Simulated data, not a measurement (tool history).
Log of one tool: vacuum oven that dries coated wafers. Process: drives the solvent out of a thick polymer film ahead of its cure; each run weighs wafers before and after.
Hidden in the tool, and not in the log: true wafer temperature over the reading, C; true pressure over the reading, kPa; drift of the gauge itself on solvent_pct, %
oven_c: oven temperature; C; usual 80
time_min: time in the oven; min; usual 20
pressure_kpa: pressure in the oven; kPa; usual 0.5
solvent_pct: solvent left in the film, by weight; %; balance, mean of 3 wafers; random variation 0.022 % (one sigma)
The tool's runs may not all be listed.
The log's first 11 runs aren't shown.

run    hour  oven_c  time_min  pressure_kpa  hours of work since the thermocouples were calibrated  hours of work since the vacuum gauge was cleaned of residue  solvent_pct
 12   385.8      80        13           0.5                                                    106                                                         1244         4.64
 13   416.3      80        13           0.5                                                    124                                                         1262         4.68
 14   460.8      80        13           0.5                                                    150                                                         1288         4.64
 15   491.4      80        13           0.5                                                    167                                                         1305         4.62
 16   527.8      80        20           0.5                                                    189                                                         1326         2.39
 17   551.7      80        20           0.5                                                    203                                                         1340         2.37
 18   571.9      80        20           0.5                                                    214                                                         1352         2.38
 19   600.8      87        18         0.404                                                    231                                                         1369         0.99
 20   630.5      92        33         1.034                                                    248                                                         1386         0.63
 21   670.7      93        25         0.622                                                    272                                                         1410         0.44
 22   695.2      89        16         1.443                                                    286                                                         1424          1.4
 23   736.6      89        16         0.648                                                    310                                                         1448         1.01
 24   766.6      89        16         0.648                                                    327                                                         1465         1.03
 25   785.3      89        16         0.648                                                    338                                                         1476         1.02
 26   821.3      89        16         0.648                                                    359                                                         1497         0.99
 27   858.7      77        18         1.609                                                    381                                                         1519         4.73
 28   895.3      87        21         0.474                                                    402                                                         1540         0.77
 29   915.1      77        17         0.395                                                    414                                                         1552         4.13
 30   937.9      77        17         0.395                                                    427                                                         1565         4.19
 31   956.9      74        16         0.758                                                    438                                                         1576         6.23
 32   988.5      74        11         0.515                                                    456                                                         1594         8.46
 33  1014.1      74        11         0.515                                                    471                                                         1609         8.44
 34  1044.7      94        20         0.766                                                    489                                                         1627         0.52
 35  1063.4      73        20         1.944                                                    500                                                         1638         6.17
 36    1085      73        20         1.944                                                    513                                                         1650         6.19

4 ways to go on from here, each from the tool as it stands after run 36. What would each give?
  A  1105      73        25         0.288                                                    524                                                         1662            ?
  B  1105      80        20          1.15                                                    524                                                         1662            ?
  C  1105      94        17         1.329                                                    524                                                         1662            ?
  D  1105      80        29          0.28                                                    524                                                         1662            ?

run  solvent_pct
  A          3.6
  B         2.69
  C         0.84
  D         1.03
Without the tool's hidden state the same runs would have given:
run  solvent_pct
  A         3.44
  B         2.55
  C         0.69
  D         0.82

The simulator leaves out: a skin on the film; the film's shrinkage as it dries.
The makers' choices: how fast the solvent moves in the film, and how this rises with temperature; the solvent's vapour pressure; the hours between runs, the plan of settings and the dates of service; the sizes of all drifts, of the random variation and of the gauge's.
